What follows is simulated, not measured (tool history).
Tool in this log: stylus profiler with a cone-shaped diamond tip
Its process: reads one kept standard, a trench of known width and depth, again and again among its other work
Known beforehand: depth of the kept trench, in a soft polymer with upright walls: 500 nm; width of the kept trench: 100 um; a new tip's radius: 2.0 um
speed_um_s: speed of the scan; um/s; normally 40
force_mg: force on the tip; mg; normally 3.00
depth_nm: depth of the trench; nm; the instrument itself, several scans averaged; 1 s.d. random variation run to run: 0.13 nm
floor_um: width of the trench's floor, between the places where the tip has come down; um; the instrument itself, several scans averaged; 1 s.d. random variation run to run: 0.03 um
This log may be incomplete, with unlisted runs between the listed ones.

{"run": 1, "hour": 0.0, "speed_um_s": 40, "force_mg": 3.0, "depth_nm": 504.82, "floor_um": 96.96}
{"run": 2, "hour": 96.8, "speed_um_s": 40, "force_mg": 3.0, "depth_nm": 504.55, "floor_um": 96.91}
{"run": 3, "hour": 168.7, "speed_um_s": 40, "force_mg": 3.0, "depth_nm": 504.92, "floor_um": 96.76}
{"run": 4, "hour": 235.4, "speed_um_s": 40, "force_mg": 3.0, "depth_nm": 504.89, "floor_um": 96.66}
{"run": 5, "hour": 340.5, "speed_um_s": 40, "force_mg": 1.72, "depth_nm": 503.47, "floor_um": 96.6}
{"run": 6, "hour": 426.0, "speed_um_s": 40, "force_mg": 3.0, "depth_nm": 505.08, "floor_um": 96.57}
{"run": 7, "hour": 517.7, "speed_um_s": 40, "force_mg": 3.0, "depth_nm": 505.12, "floor_um": 96.5}
{"run": 8, "hour": 579.4, "speed_um_s": 29, "force_mg": 3.0, "depth_nm": 505.24, "floor_um": 96.37}
{"run": 9, "hour": 648.5, "speed_um_s": 12, "force_mg": 3.0, "depth_nm": 505.31, "floor_um": 96.36}
{"run": 10, "hour": 724.0, "speed_um_s": 40, "force_mg": 3.0, "depth_nm": 505.21, "floor_um": 96.3}
{"run": 11, "hour": 809.0, "speed_um_s": 40, "force_mg": 3.0, "depth_nm": 505.16, "floor_um": 96.18}
{"run": 12, "hour": 863.8, "speed_um_s": 40, "force_mg": 3.0, "depth_nm": 505.48, "floor_um": 96.17}
{"run": 13, "hour": 931.4, "speed_um_s": 58, "force_mg": 2.52, "depth_nm": 504.99, "floor_um": 96.08}
{"run": 14, "hour": 1045.6, "speed_um_s": 14, "force_mg": 3.0, "depth_nm": 505.68, "floor_um": 96.07}
{"run": 15, "hour": 1096.9, "speed_um_s": 14, "force_mg": 3.0, "depth_nm": 505.57, "floor_um": 96.0}
{"run": 16, "hour": 1163.7, "speed_um_s": 14, "force_mg": 3.0, "depth_nm": 505.45, "floor_um": 95.96}

Expected results for the next run?
{"run": 17, "hour": 1255.9, "speed_um_s": 75, "force_mg": 8.66, "depth_nm": "?", "floor_um": "?"}

Run 17 gave depth_nm 509.98 nm, floor_um 95.81 um.
The same run, on a tool lacking any hidden state, would have yielded depth_nm 508.59 nm, floor_um 97.26 um.
